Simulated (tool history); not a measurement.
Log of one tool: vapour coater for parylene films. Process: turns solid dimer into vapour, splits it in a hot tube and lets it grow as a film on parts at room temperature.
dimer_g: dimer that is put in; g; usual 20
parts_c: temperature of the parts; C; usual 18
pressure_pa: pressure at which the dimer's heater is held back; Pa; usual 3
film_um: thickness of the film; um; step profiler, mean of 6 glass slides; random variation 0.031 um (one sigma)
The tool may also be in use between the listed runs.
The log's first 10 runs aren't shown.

run     day  dimer_g  parts_c  pressure_pa  hours of work since the trap's valve was overhauled  hours of work since the table's thermometer was calibrated  film_um
 11  10.704       20       12            3                                                  131                                                         294     5.71
 12  11.779       20       18            3                                                  148                                                         311     5.21
 13  13.079       20       18            3                                                  169                                                         332      5.2
 14  14.162       20       18          2.7                                                  186                                                         349     5.29
 15  15.062       20       18          2.7                                                  201                                                         364     5.28
 16  16.046       20       18          2.7                                                  216                                                         380     5.28
 17  16.892       27       10          2.7                                                  230                                                         393     7.89
 18  18.292       27       10          2.7                                                  253                                                         416     7.96
 19  19.492       20       18        10.06                                                  272                                                         435     4.19
 20  20.179       20       16            3                                                  283                                                         446     5.34
 21  21.238       20       24            3                                                  300                                                         463     4.71
 22  22.362       12       12         2.79                                                  318                                                         481     3.44
 23  23.612       12       12         2.79                                                  338                                                         501     3.41
 24  24.729       20       10        11.25                                                  356                                                         519      4.6
 25  25.967       21       21            3                                                  376                                                         539     5.13
 26  27.321       29       21         4.58                                                  398                                                         561     6.56
 27  27.979       29       21         4.58                                                  408                                                         571     6.51
 28  29.271       29       21         4.58                                                  429                                                         592     6.57
     30.512  -- trap's valve overhauled
 29  30.512       29       21         4.58                                                    0                                                         609     6.56
 30  31.542       23       21         7.82                                                   17                                                         626     4.74
     32.033  -- gauge calibrated
 31  32.921       11       13            3                                                   39                                                         648     3.12
 32  34.004       11       13            3                                                   56                                                         666     3.13

Forecast each of these 3 alternatives for the next run:
  A  34.942       18       16         2.03                                                   71                                                         681        ?
  B  34.942       32       13            3                                                   71                                                         681        ?
  C  34.942       11       21            3                                                   71                                                         681        ?

run  film_um
  A     5.19
  B      9.1
  C     2.75
Without the tool's hidden state the same runs would have given:
run  film_um
  A     5.21
  B     9.13
  C     2.76

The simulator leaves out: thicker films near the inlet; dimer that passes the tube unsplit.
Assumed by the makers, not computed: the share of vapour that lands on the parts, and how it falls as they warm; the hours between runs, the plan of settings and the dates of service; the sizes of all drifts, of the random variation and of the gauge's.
